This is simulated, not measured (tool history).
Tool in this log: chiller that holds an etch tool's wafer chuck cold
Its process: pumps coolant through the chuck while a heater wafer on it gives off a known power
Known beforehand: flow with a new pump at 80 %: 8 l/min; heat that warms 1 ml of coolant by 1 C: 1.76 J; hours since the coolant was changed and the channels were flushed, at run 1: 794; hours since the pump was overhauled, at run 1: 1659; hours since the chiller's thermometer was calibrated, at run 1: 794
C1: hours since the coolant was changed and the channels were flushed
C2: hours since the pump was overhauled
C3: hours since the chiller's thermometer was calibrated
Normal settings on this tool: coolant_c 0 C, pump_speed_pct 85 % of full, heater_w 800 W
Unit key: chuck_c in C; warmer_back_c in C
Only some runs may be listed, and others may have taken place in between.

Run 1, hour 0: usual settings; C1 794; C2 1659; C3 794. Result: chuck_c 6 C, warmer_back_c 3.31 C.
Run 2, hour 43.4: usual settings; C1 837; C2 1703; C3 837. Result: chuck_c 6.1 C, warmer_back_c 3.34 C.
Run 3, hour 87.2: usual settings but heater_w 836 W; C1 881; C2 1747; C3 881. Result: chuck_c 6.5 C, warmer_back_c 3.42 C.
Run 4, hour 119.4: usual settings but heater_w 836 W; C1 913; C2 1779; C3 913. Result: chuck_c 6.4 C, warmer_back_c 3.5 C.
Run 5, hour 147.1: usual settings but heater_w 836 W; C1 941; C2 1806; C3 941. Result: chuck_c 6.6 C, warmer_back_c 3.43 C.
Run 6, hour 176.8: usual settings but pump_speed_pct 71 % of full, heater_w 836 W; C1 971; C2 1836; C3 971. Result: chuck_c 7.2 C, warmer_back_c 4.15 C.
Run 7, hour 214.8: usual settings but pump_speed_pct 71 % of full, heater_w 836 W; C1 1009; C2 1874; C3 1009. Result: chuck_c 7.2 C, warmer_back_c 4.11 C.
Run 8, hour 247.1: usual settings but pump_speed_pct 71 % of full, heater_w 836 W; C1 1041; C2 1906; C3 1041. Result: chuck_c 7.3 C, warmer_back_c 4.15 C.
Run 9, hour 280.9: usual settings but coolant_c -6 C; C1 1075; C2 1940; C3 1075. Result: chuck_c 0.2 C, warmer_back_c 3.27 C.
Run 10, hour 313.2: usual settings; C1 1107; C2 1973; C3 1107. Result: chuck_c 6.1 C, warmer_back_c 3.35 C.
Run 11, hour 362.3: usual settings; C1 1156; C2 2022; C3 1156. Result: chuck_c 6.2 C, warmer_back_c 3.32 C.
Run 12, hour 407.7: usual settings; C1 1202; C2 2067; C3 1202. Result: chuck_c 6.3 C, warmer_back_c 3.29 C.
Run 13, hour 436.7: usual settings; C1 1231; C2 2096; C3 1231. Result: chuck_c 6.3 C, warmer_back_c 3.3 C.
Run 14, hour 485: usual settings; C1 1279; C2 2144; C3 1279. Result: chuck_c 6.3 C, warmer_back_c 3.31 C.
Run 15, hour 516: usual settings but pump_speed_pct 97 % of full, heater_w 1052 W; C1 1310; C2 2175; C3 1310. Result: chuck_c 7.6 C, warmer_back_c 3.83 C.
Run 16, hour 561.9: usual settings but coolant_c -8 C, pump_speed_pct 87 % of full, heater_w 1125 W; C1 1356; C2 2221; C3 1356. Result: chuck_c 0.7 C, warmer_back_c 4.6 C.
Run 17, hour 601.3: usual settings but heater_w 780 W; C1 1395; C2 2261; C3 1395. Result: chuck_c 6.3 C, warmer_back_c 3.25 C.
Run 18, hour 636.4: usual settings but coolant_c -6 C, heater_w 930 W; C1 1430; C2 2296; C3 1430. Result: chuck_c 1.3 C, warmer_back_c 3.89 C.
Run 19, hour 677.4: usual settings but coolant_c 4 C, heater_w 411 W; C1 1471; C2 2337; C3 1471. Result: chuck_c 7.2 C, warmer_back_c 1.77 C.
Run 20, hour 723.9: usual settings but coolant_c 4 C, heater_w 411 W; C1 1518; C2 2383; C3 1518. Result: chuck_c 7.5 C, warmer_back_c 1.71 C.
Run 21, hour 777: usual settings but coolant_c -2 C, pump_speed_pct 66 % of full, heater_w 946 W; C1 1571; C2 2436; C3 1571. Result: chuck_c 6.8 C, warmer_back_c 5.13 C.
Run 22, hour 819.2: usual settings but coolant_c 6 C, pump_speed_pct 64 % of full, heater_w 838 W; C1 1613; C2 2479; C3 1613. Result: chuck_c 14.1 C, warmer_back_c 4.69 C.
Run 23, hour 859.9: usual settings but coolant_c 6 C, pump_speed_pct 64 % of full, heater_w 838 W; C1 1654; C2 2519; C3 1654. Result: chuck_c 14 C, warmer_back_c 4.64 C.
Run 24, hour 912.9: usual settings but coolant_c 9 C, pump_speed_pct 79 % of full, heater_w 815 W; C1 1707; C2 2572; C3 1707. Result: chuck_c 15.7 C, warmer_back_c 3.67 C.
Run 25, hour 949.4: usual settings but coolant_c 4 C, pump_speed_pct 67 % of full, heater_w 416 W; C1 1743; C2 2609; C3 1743. Result: chuck_c 8 C, warmer_back_c 2.23 C.
Run 26, hour 998.6: usual settings but coolant_c -6 C, pump_speed_pct 67 % of full, heater_w 416 W; C1 1793; C2 2658; C3 1793. Result: chuck_c -1.8 C, warmer_back_c 2.27 C.
Run 27, hour 1039.7: usual settings but coolant_c 5 C, pump_speed_pct 67 % of full, heater_w 507 W; C1 1834; C2 2699; C3 1834. Result: chuck_c 10 C, warmer_back_c 2.72 C.
Run 28, hour 1078: usual settings but pump_speed_pct 70 % of full, heater_w 492 W; C1 1872; C2 2737; C3 1872. Result: chuck_c 4.6 C, warmer_back_c 2.55 C.

Here are 3 independent what-if runs from the current tool condition. What would each one return?
Run A, hour 1110.8: usual settings but coolant_c -4 C; C1 1905; C2 2770; C3 1905. Result: chuck_c ?, warmer_back_c ?.
Run B, hour 1110.8: usual settings but coolant_c 2 C, heater_w 774 W; C1 1905; C2 2770; C3 1905. Result: chuck_c ?, warmer_back_c ?.
Run C, hour 1110.8: usual settings but coolant_c -7 C, pump_speed_pct 81 % of full, heater_w 799 W; C1 1905; C2 2770; C3 1905. Result: chuck_c ?, warmer_back_c ?.

run  chuck_c  warmer_back_c
  A      2.7           3.33
  B      8.4           3.24
  C     -0.4           3.53
With no hidden state in the tool, these same runs would have given:
run  chuck_c  warmer_back_c
  A        2           3.16
  B      7.7           3.08
  C     -1.1           3.36

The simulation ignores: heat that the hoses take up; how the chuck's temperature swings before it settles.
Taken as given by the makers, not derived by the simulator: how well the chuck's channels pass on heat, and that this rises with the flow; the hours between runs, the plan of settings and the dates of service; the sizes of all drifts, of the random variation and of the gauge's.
